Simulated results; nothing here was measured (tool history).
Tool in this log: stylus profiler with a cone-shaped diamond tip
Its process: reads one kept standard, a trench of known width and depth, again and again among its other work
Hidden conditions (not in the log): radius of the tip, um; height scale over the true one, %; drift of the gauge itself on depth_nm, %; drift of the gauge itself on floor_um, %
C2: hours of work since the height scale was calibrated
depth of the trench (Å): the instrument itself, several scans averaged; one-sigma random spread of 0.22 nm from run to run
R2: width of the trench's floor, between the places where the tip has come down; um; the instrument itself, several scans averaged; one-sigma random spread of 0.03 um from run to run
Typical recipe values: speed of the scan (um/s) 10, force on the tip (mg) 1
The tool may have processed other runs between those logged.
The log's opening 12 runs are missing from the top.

Run 13, hour 437.1: usual settings; scans with this tip 11369; C2 908. Result: depth of the trench (Å) 10006.7, R2 15.27 um.
Run 14, hour 486.8: usual settings; scans with this tip 11624; C2 928. Result: depth of the trench (Å) 10003, R2 15.27 um.
Run 15, hour 517.9: usual settings; scans with this tip 11784; C2 941. Result: depth of the trench (Å) 10005.9, R2 15.2 um.
Run 16, hour 565.7: usual settings; scans with this tip 12029; C2 961. Result: depth of the trench (Å) 10004.4, R2 15.19 um.
Run 17, hour 598.8: usual settings; scans with this tip 12199; C2 974. Result: depth of the trench (Å) 9998.3, R2 15.24 um.
Run 18, hour 649.5: usual settings but force on the tip (mg) 0.68; scans with this tip 12460; C2 995. Result: depth of the trench (Å) 9992, R2 15.17 um.
Run 19, hour 681.3: usual settings but force on the tip (mg) 0.68; scans with this tip 12623; C2 1008. Result: depth of the trench (Å) 9990.1, R2 15.14 um.
Run 20, hour 714.1: usual settings but speed of the scan (um/s) 26, force on the tip (mg) 2.17; scans with this tip 12792; C2 1022. Result: depth of the trench (Å) 10033.9, R2 15.08 um.
Run 21, hour 755.2: usual settings but speed of the scan (um/s) 26, force on the tip (mg) 2.17; scans with this tip 13003; C2 1038. Result: depth of the trench (Å) 10033.2, R2 15.07 um.
Run 22, hour 790.1: usual settings but speed of the scan (um/s) 3, force on the tip (mg) 0.48; scans with this tip 13182; C2 1053. Result: depth of the trench (Å) 9982.3, R2 15.14 um.
Run 23, hour 830.3: usual settings but speed of the scan (um/s) 27, force on the tip (mg) 2.29; scans with this tip 13388; C2 1069. Result: depth of the trench (Å) 10034.4, R2 15.04 um.
Run 24, hour 869: usual settings but speed of the scan (um/s) 27, force on the tip (mg) 2.29; scans with this tip 13587; C2 1085. Result: depth of the trench (Å) 10033, R2 15.06 um.
Run 25, hour 904.7: usual settings but speed of the scan (um/s) 24, force on the tip (mg) 2; scans with this tip 13771; C2 1100. Result: depth of the trench (Å) 10028.3, R2 14.94 um.
Run 26, hour 945.6: usual settings but force on the tip (mg) 2.22; scans with this tip 13981; C2 1116. Result: depth of the trench (Å) 10027.1, R2 15.08 um.
Run 27, hour 985.7: usual settings but force on the tip (mg) 2.22; scans with this tip 14187; C2 1133. Result: depth of the trench (Å) 10030.1, R2 15.04 um.
Run 28, hour 1032.8: usual settings but speed of the scan (um/s) 3, force on the tip (mg) 0.67; scans with this tip 14429; C2 1152. Result: depth of the trench (Å) 9989.3, R2 15.08 um.
Run 29, hour 1081.1: usual settings but speed of the scan (um/s) 4, force on the tip (mg) 0.77; scans with this tip 14677; C2 1172. Result: depth of the trench (Å) 9992.1, R2 15.07 um.
Run 30, hour 1116.4: usual settings but speed of the scan (um/s) 33, force on the tip (mg) 0.77; scans with this tip 14858; C2 1187. Result: depth of the trench (Å) 9986, R2 14.77 um.
Run 31, hour 1165: usual settings but speed of the scan (um/s) 33, force on the tip (mg) 0.77; scans with this tip 15108; C2 1206. Result: depth of the trench (Å) 9985.8, R2 14.7 um.
Run 32, hour 1216.5: usual settings but speed of the scan (um/s) 18, force on the tip (mg) 2.37; scans with this tip 15372; C2 1228. Result: depth of the trench (Å) 10027.4, R2 14.87 um.
Run 33, hour 1242.5: usual settings but speed of the scan (um/s) 18, force on the tip (mg) 0.35; scans with this tip 15506; C2 1238. Result: depth of the trench (Å) 9967.9, R2 14.74 um.
Run 34, hour 1288.6: usual settings but speed of the scan (um/s) 18, force on the tip (mg) 2.82; scans with this tip 15743; C2 1257. Result: depth of the trench (Å) 10037.6, R2 14.95 um.
Run 35, hour 1314.2: usual settings but speed of the scan (um/s) 3, force on the tip (mg) 2.23; scans with this tip 15875; C2 1268. Result: depth of the trench (Å) 10022.7, R2 14.95 um.
Run 36, hour 1361.7: usual settings but speed of the scan (um/s) 4, force on the tip (mg) 0.79; scans with this tip 16118; C2 1287. Result: depth of the trench (Å) 9978.5, R2 14.9 um.

Forecast each of these 3 alternatives for the next run:
Run A, hour 1388.6: usual settings but speed of the scan (um/s) 7, force on the tip (mg) 2.78; scans with this tip 16257; C2 1298. Result: depth of the trench (Å) ?, R2 ?.
Run B, hour 1388.6: usual settings but speed of the scan (um/s) 3, force on the tip (mg) 2.71; scans with this tip 16257; C2 1298. Result: depth of the trench (Å) ?, R2 ?.
Run C, hour 1388.6: usual settings but speed of the scan (um/s) 4, force on the tip (mg) 0.45; scans with this tip 16257; C2 1298. Result: depth of the trench (Å) ?, R2 ?.

run  depth of the trench (Å)     R2
  A                  10037.1   14.9
  B                  10034.5   14.9
  C                   9969.4  14.91
With no hidden state in the tool, these same runs would have given:
run  depth of the trench (Å)     R2
  A                  10097.7  16.51
  B                  10095.1  16.51
  C                  10029.6  16.52
